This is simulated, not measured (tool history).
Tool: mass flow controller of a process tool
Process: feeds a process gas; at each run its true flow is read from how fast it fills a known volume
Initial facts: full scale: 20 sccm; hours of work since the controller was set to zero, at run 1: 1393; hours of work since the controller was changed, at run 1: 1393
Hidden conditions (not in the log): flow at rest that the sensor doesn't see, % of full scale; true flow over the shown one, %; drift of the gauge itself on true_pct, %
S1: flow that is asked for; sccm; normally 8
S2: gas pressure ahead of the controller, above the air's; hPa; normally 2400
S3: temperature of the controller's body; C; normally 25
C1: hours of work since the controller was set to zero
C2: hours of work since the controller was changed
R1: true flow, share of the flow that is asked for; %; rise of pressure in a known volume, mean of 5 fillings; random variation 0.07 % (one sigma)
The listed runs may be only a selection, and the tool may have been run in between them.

{"run": 1, "hour": 0.0, "S1": 8, "S2": 2400, "S3": 25, "C1": 1393, "C2": 1393, "R1": 98.56}
{"run": 2, "hour": 94.4, "S1": 8, "S2": 2400, "S3": 25, "C1": 1455, "C2": 1455, "R1": 98.52}
{"run": 3, "hour": 226.4, "S1": 8, "S2": 2400, "S3": 25, "C1": 1541, "C2": 1541, "R1": 98.6}
{"run": 4, "hour": 288.2, "S1": 8, "S2": 2400, "S3": 25, "C1": 1582, "C2": 1582, "R1": 98.53}
{"run": 5, "hour": 360.9, "S1": 8, "S2": 2400, "S3": 25, "C1": 1629, "C2": 1629, "R1": 98.54}
{"run": 6, "hour": 430.0, "S1": 8, "S2": 2400, "S3": 34, "C1": 1674, "C2": 1674, "R1": 97.97}
{"run": 7, "hour": 503.9, "S1": 8, "S2": 2400, "S3": 24, "C1": 1723, "C2": 1723, "R1": 98.61}
{"run": 8, "hour": 610.2, "S1": 8, "S2": 2400, "S3": 25, "C1": 1792, "C2": 1792, "R1": 98.59}
{"run": 9, "hour": 682.9, "S1": 8, "S2": 2400, "S3": 25, "C1": 1840, "C2": 1840, "R1": 98.45}
{"run": 10, "hour": 759.1, "S1": 8, "S2": 2400, "S3": 25, "C1": 1890, "C2": 1890, "R1": 98.56}
{"run": 11, "hour": 906.5, "S1": 8, "S2": 2400, "S3": 25, "C1": 1986, "C2": 1986, "R1": 98.66}
{"run": 12, "hour": 990.9, "S1": 13, "S2": 2580, "S3": 23, "C1": 2042, "C2": 2042, "R1": 99.24}
{"run": 13, "hour": 1077.2, "S1": 5, "S2": 1440, "S3": 25, "C1": 2098, "C2": 2098, "R1": 97.67}
{"run": 14, "hour": 1228.0, "S1": 6, "S2": 1930, "S3": 25, "C1": 2197, "C2": 2197, "R1": 98.09}
{"run": 15, "hour": 1330.8, "S1": 3, "S2": 1580, "S3": 24, "C1": 2264, "C2": 2264, "R1": 98.01}
{"run": 16, "hour": 1412.9, "S1": 7, "S2": 2370, "S3": 26, "C1": 2318, "C2": 2318, "R1": 98.24}
{"run": 17, "hour": 1517.2, "S1": 7, "S2": 1440, "S3": 25, "C1": 2386, "C2": 2386, "R1": 97.73}
{"run": 18, "hour": 1612.4, "S1": 7, "S2": 1440, "S3": 25, "C1": 2448, "C2": 2448, "R1": 97.77}
{"run": 19, "hour": 1710.0, "S1": 8, "S2": 2620, "S3": 25, "C1": 2512, "C2": 2512, "R1": 98.6}
{"run": 20, "hour": 1788.8, "S1": 5, "S2": 2620, "S3": 39, "C1": 2564, "C2": 2564, "R1": 97.53}
{"run": 21, "hour": 1928.3, "S1": 5, "S2": 2620, "S3": 39, "C1": 2655, "C2": 2655, "R1": 97.46}
{"run": 22, "hour": 1993.2, "S1": 8, "S2": 1690, "S3": 38, "C1": 2697, "C2": 2697, "R1": 97.05}

Alternative continuations, all from the tool just after run 22; predict every row:
{"run": "A", "hour": 2118.6, "S1": 8, "S2": 2400, "S3": 35, "C1": 2779, "C2": 2779, "R1": "?"}
{"run": "B", "hour": 2118.6, "S1": 2, "S2": 2400, "S3": 25, "C1": 2779, "C2": 2779, "R1": "?"}
{"run": "C", "hour": 2118.6, "S1": 3, "S2": 2000, "S3": 31, "C1": 2779, "C2": 2779, "R1": "?"}

run=A R1=97.67
run=B R1=99.02
run=C R1=97.82
Stripped of hidden state, with their random variation kept, the same runs would have yielded:
run=A R1=97.92
run=B R1=97.94
run=C R1=97.34
